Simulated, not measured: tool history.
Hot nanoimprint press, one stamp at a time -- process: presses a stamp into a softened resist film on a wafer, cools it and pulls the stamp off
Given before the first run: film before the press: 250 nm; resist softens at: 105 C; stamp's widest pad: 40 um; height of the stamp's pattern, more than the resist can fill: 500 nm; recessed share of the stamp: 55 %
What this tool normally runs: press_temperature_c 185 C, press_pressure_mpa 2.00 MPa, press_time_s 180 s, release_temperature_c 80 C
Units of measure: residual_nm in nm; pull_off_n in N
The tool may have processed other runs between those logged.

{"run": 1, "hour": 0.0, "press_temperature_c": 185, "press_pressure_mpa": 2.0, "press_time_s": 180, "release_temperature_c": 80, "residual_nm": 129.0, "pull_off_n": 292}
{"hour": 31.4, "done": "stamp cleaned and given a new release coat"}
{"run": 2, "hour": 47.5, "press_temperature_c": 185, "press_pressure_mpa": 2.0, "press_time_s": 180, "release_temperature_c": 80, "residual_nm": 128.4, "pull_off_n": 214}
{"run": 3, "hour": 76.0, "press_temperature_c": 185, "press_pressure_mpa": 2.0, "press_time_s": 180, "release_temperature_c": 80, "residual_nm": 128.4, "pull_off_n": 212}
{"run": 4, "hour": 117.5, "press_temperature_c": 190, "press_pressure_mpa": 2.0, "press_time_s": 180, "release_temperature_c": 80, "residual_nm": 108.8, "pull_off_n": 219}
{"run": 5, "hour": 156.0, "press_temperature_c": 190, "press_pressure_mpa": 2.0, "press_time_s": 180, "release_temperature_c": 80, "residual_nm": 108.8, "pull_off_n": 237}
{"run": 6, "hour": 197.7, "press_temperature_c": 185, "press_pressure_mpa": 2.0, "press_time_s": 180, "release_temperature_c": 80, "residual_nm": 127.2, "pull_off_n": 240}
{"run": 7, "hour": 220.1, "press_temperature_c": 187, "press_pressure_mpa": 2.0, "press_time_s": 180, "release_temperature_c": 88, "residual_nm": 118.7, "pull_off_n": 192}
{"run": 8, "hour": 254.4, "press_temperature_c": 187, "press_pressure_mpa": 2.0, "press_time_s": 100, "release_temperature_c": 87, "residual_nm": 143.5, "pull_off_n": 209}
{"run": 9, "hour": 294.5, "press_temperature_c": 185, "press_pressure_mpa": 2.92, "press_time_s": 180, "release_temperature_c": 78, "residual_nm": 106.6, "pull_off_n": 266}
{"run": 10, "hour": 321.7, "press_temperature_c": 185, "press_pressure_mpa": 2.0, "press_time_s": 304, "release_temperature_c": 80, "residual_nm": 105.1, "pull_off_n": 262}
{"run": 11, "hour": 363.7, "press_temperature_c": 182, "press_pressure_mpa": 2.0, "press_time_s": 304, "release_temperature_c": 72, "residual_nm": 115.7, "pull_off_n": 348}
{"run": 12, "hour": 382.8, "press_temperature_c": 182, "press_pressure_mpa": 2.0, "press_time_s": 304, "release_temperature_c": 72, "residual_nm": 116.6, "pull_off_n": 348}

What if the next run were any one of these 4? Each begins from the tool's condition after run 12:
{"run": "A", "hour": 418.3, "press_temperature_c": 196, "press_pressure_mpa": 2.0, "press_time_s": 264, "release_temperature_c": 72, "residual_nm": "?", "pull_off_n": "?"}
{"run": "B", "hour": 418.3, "press_temperature_c": 185, "press_pressure_mpa": 1.49, "press_time_s": 180, "release_temperature_c": 80, "residual_nm": "?", "pull_off_n": "?"}
{"run": "C", "hour": 418.3, "press_temperature_c": 181, "press_pressure_mpa": 2.0, "press_time_s": 304, "release_temperature_c": 72, "residual_nm": "?", "pull_off_n": "?"}
{"run": "D", "hour": 418.3, "press_temperature_c": 194, "press_pressure_mpa": 2.0, "press_time_s": 108, "release_temperature_c": 84, "residual_nm": "?", "pull_off_n": "?"}

run=A residual_nm=75.6 pull_off_n=342
run=B residual_nm=141.8 pull_off_n=296
run=C residual_nm=120.6 pull_off_n=348
run=D residual_nm=113.7 pull_off_n=254
Had the tool no hidden state, the same runs would have come out as:
run=A residual_nm=76.3 pull_off_n=250
run=B residual_nm=144.1 pull_off_n=218
run=C residual_nm=122.4 pull_off_n=254
run=D residual_nm=114.7 pull_off_n=187
